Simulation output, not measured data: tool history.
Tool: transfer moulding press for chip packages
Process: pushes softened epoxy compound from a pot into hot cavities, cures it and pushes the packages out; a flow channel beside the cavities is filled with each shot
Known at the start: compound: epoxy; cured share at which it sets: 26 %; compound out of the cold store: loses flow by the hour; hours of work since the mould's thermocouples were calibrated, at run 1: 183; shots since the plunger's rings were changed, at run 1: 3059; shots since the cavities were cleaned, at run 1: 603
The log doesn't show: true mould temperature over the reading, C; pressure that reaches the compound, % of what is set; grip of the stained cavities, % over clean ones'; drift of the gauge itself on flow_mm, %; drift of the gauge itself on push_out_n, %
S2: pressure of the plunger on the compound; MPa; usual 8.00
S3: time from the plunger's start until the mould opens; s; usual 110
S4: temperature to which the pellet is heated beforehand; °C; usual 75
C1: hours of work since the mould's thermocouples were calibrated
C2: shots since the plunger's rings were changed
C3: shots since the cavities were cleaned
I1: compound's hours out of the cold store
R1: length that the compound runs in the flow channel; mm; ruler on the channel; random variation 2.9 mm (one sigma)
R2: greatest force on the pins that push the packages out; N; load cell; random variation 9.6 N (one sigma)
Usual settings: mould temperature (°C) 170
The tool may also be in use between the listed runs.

{"run": 1, "hour": 0.0, "mould temperature (°C)": 170, "S2": 8.0, "S3": 110, "S4": 75, "C1": 183, "C2": 3059, "C3": 603, "I1": 23.7, "R1": 726, "R2": 715}
{"run": 2, "hour": 10.7, "mould temperature (°C)": 163, "S2": 8.0, "S3": 110, "S4": 75, "C1": 188, "C2": 3144, "C3": 688, "I1": 18.9, "R1": 762, "R2": 1203}
{"run": 3, "hour": 18.9, "mould temperature (°C)": 163, "S2": 8.0, "S3": 110, "S4": 75, "C1": 192, "C2": 3208, "C3": 752, "I1": 42.4, "R1": 652, "R2": 1110}
{"run": 4, "hour": 27.7, "mould temperature (°C)": 163, "S2": 8.0, "S3": 110, "S4": 75, "C1": 196, "C2": 3277, "C3": 821, "I1": 13.1, "R1": 791, "R2": 1276}
{"hour": 36.2, "done": "cavities cleaned with cleaning compound and waxed"}
{"run": 5, "hour": 42.6, "mould temperature (°C)": 163, "S2": 8.0, "S3": 110, "S4": 75, "C1": 202, "C2": 3383, "C3": 51, "I1": 36.7, "R1": 678, "R2": 1329}
{"run": 6, "hour": 54.1, "mould temperature (°C)": 163, "S2": 8.0, "S3": 110, "S4": 75, "C1": 207, "C2": 3473, "C3": 141, "I1": 38.3, "R1": 668, "R2": 1365}
{"run": 7, "hour": 60.7, "mould temperature (°C)": 169, "S2": 8.0, "S3": 110, "S4": 75, "C1": 210, "C2": 3525, "C3": 193, "I1": 46.3, "R1": 621, "R2": 948}
{"run": 8, "hour": 75.1, "mould temperature (°C)": 178, "S2": 8.0, "S3": 110, "S4": 75, "C1": 217, "C2": 3638, "C3": 306, "I1": 41.0, "R1": 626, "R2": 816}
{"run": 9, "hour": 86.0, "mould temperature (°C)": 178, "S2": 8.0, "S3": 112, "S4": 83, "C1": 222, "C2": 3724, "C3": 392, "I1": 22.4, "R1": 707, "R2": 850}
{"hour": 90.5, "done": "cavities cleaned with cleaning compound and waxed, once more"}
{"run": 10, "hour": 95.4, "mould temperature (°C)": 173, "S2": 8.0, "S3": 111, "S4": 80, "C1": 226, "C2": 3786, "C3": 39, "I1": 8.2, "R1": 788, "R2": 425}
{"run": 11, "hour": 107.8, "mould temperature (°C)": 167, "S2": 8.07, "S3": 147, "S4": 80, "C1": 232, "C2": 3884, "C3": 137, "I1": 43.1, "R1": 640, "R2": 461}
{"run": 12, "hour": 121.2, "mould temperature (°C)": 167, "S2": 8.07, "S3": 147, "S4": 80, "C1": 238, "C2": 3989, "C3": 242, "I1": 32.9, "R1": 681, "R2": 525}
{"run": 13, "hour": 134.8, "mould temperature (°C)": 170, "S2": 8.0, "S3": 106, "S4": 68, "C1": 245, "C2": 4096, "C3": 349, "I1": 21.9, "R1": 722, "R2": 671}

The same runs without the tool's hidden state, with the same run-to-run variation:
run=1 R1=755 R2=431
run=2 R1=793 R2=712
run=3 R1=680 R2=637
run=4 R1=826 R2=722
run=5 R1=709 R2=658
run=6 R1=699 R2=665
run=7 R1=651 R2=454
run=8 R1=656 R2=383
run=9 R1=743 R2=398
run=10 R1=828 R2=402
run=11 R1=674 R2=385
run=12 R1=718 R2=396
run=13 R1=762 R2=471
